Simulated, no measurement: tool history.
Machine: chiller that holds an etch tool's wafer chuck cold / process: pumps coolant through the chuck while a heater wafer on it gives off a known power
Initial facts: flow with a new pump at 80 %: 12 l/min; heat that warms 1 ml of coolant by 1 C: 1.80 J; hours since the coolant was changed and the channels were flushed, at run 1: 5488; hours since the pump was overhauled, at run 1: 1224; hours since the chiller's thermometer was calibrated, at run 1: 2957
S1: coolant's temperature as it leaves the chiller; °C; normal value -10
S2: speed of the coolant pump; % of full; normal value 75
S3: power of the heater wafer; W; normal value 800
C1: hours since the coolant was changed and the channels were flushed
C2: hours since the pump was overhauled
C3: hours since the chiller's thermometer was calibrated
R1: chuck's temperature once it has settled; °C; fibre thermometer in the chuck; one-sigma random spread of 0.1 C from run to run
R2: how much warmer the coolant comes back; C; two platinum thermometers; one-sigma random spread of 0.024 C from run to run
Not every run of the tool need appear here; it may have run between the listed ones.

Run 1, hour 0.0: usual settings; C1 5488; C2 1224; C3 2957. Result: R1 -0.1 °C, R2 2.41 C.
Run 2, hour 59.0: usual settings; C1 5547; C2 1283; C3 3016. Result: R1 -0.2 °C, R2 2.38 C.
Run 3, hour 166.0: usual settings; C1 5654; C2 1390; C3 3123. Result: R1 -0.2 °C, R2 2.42 C.
Run 4, hour 248.2: usual settings; C1 5736; C2 1472; C3 3205. Result: R1 0.1 °C, R2 2.44 C.
Run 5, hour 303.2: usual settings; C1 5791; C2 1527; C3 3260. Result: R1 -0.1 °C, R2 2.42 C.
At hour 326.3: chiller's thermometer calibrated.
Run 6, hour 386.1: usual settings; C1 5873; C2 1609; C3 60. Result: R1 0.4 °C, R2 2.43 C.
Run 7, hour 475.6: usual settings; C1 5963; C2 1699; C3 149. Result: R1 0.2 °C, R2 2.44 C.
Run 8, hour 531.2: usual settings; C1 6018; C2 1754; C3 205. Result: R1 0.4 °C, R2 2.40 C.
Run 9, hour 583.1: usual settings; C1 6070; C2 1806; C3 257. Result: R1 0.4 °C, R2 2.50 C.
Run 10, hour 682.0: usual settings; C1 6169; C2 1905; C3 356. Result: R1 0.4 °C, R2 2.40 C.
Run 11, hour 742.5: usual settings but S3 502 W; C1 6230; C2 1966; C3 416. Result: R1 -3.4 °C, R2 1.53 C.
Run 12, hour 810.5: usual settings but S3 502 W; C1 6298; C2 2034; C3 484. Result: R1 -3.4 °C, R2 1.51 C.
Run 13, hour 856.7: usual settings but S1 -17 °C; C1 6344; C2 2080; C3 530. Result: R1 -6.6 °C, R2 2.40 C.
Run 14, hour 937.5: usual settings but S2 98 % of full, S3 1043 W; C1 6425; C2 2161; C3 611. Result: R1 0.6 °C, R2 2.40 C.
At hour 949.6: coolant pump overhauled.
Run 15, hour 1008.5: usual settings but S1 -20 °C, S2 64 % of full, S3 490 W; C1 6491; C2 59; C3 677. Result: R1 -12.4 °C, R2 1.75 C.
Run 16, hour 1112.9: usual settings but S1 -13 °C, S2 64 % of full, S3 411 W; C1 6595; C2 163; C3 782. Result: R1 -6.6 °C, R2 1.46 C.
Run 17, hour 1214.5: usual settings but S1 -3 °C, S2 62 % of full, S3 1106 W; C1 6697; C2 265; C3 883. Result: R1 14.8 °C, R2 4.22 C.
Run 18, hour 1275.4: usual settings but S1 -3 °C, S2 62 % of full, S3 1106 W; C1 6757; C2 326; C3 944. Result: R1 15.0 °C, R2 4.26 C.
Run 19, hour 1372.0: usual settings but S1 -6 °C, S2 78 % of full, S3 661 W; C1 6854; C2 422; C3 1041. Result: R1 2.6 °C, R2 1.97 C.
At hour 1392.4: coolant pump overhauled, once more.
Run 20, hour 1488.7: usual settings but S1 -6 °C, S2 78 % of full, S3 661 W; C1 6966; C2 96; C3 1152. Result: R1 2.4 °C, R2 1.88 C.
Run 21, hour 1596.6: usual settings but S1 -1 °C, S2 67 % of full, S3 661 W; C1 7074; C2 204; C3 1260. Result: R1 8.7 °C, R2 2.20 C.
Run 22, hour 1652.6: usual settings but S2 77 % of full; C1 7130; C2 260; C3 1316. Result: R1 0.3 °C, R2 2.32 C.
Run 23, hour 1700.7: usual settings but S2 77 % of full; C1 7178; C2 308; C3 1364. Result: R1 0.0 °C, R2 2.33 C.
Run 24, hour 1747.8: usual settings but S2 77 % of full; C1 7225; C2 355; C3 1411. Result: R1 0.3 °C, R2 2.28 C.
Run 25, hour 1858.4: usual settings but S1 -4 °C, S2 61 % of full, S3 1172 W; C1 7335; C2 466; C3 1522. Result: R1 15.0 °C, R2 4.41 C.

Below, each run's measurement less what the same run would have read without the hidden state. Both values contain the same run-to-run variation, but the gauge's scatter may not be the same in both:
Hidden state present: heat passed by the chuck's channels, % of clean ones'; flow at a given pump speed, % of a new pump's; coolant's true temperature over the reading, C; drift of the gauge itself on chuck_c, C; drift of the gauge itself on warmer_back_c, C.
run    R1     R2
  1  +1.3  +0.04
  2  +1.3  +0.04
  3  +1.3  +0.04
  4  +1.4  +0.05
  5  +1.4  +0.05
  6  +1.8  +0.05
  7  +1.8  +0.06
  8  +1.8  +0.06
  9  +1.9  +0.06
 10  +1.8  +0.06
 11  +1.2  +0.03
 12  +1.2  +0.04
 13  +1.9  +0.06
 14  +2.0  +0.07
 15  +1.5  +0.07
 16  +1.3  +0.06
 17  +3.6  +0.18
 18  +3.7  +0.19
 19  +1.8  +0.09
 20  +1.5  +0.00
 21  +1.8  +0.00
 22  +1.9  +0.01
 23  +1.9  +0.01
 24  +1.9  +0.01
 25  +3.6  +0.01
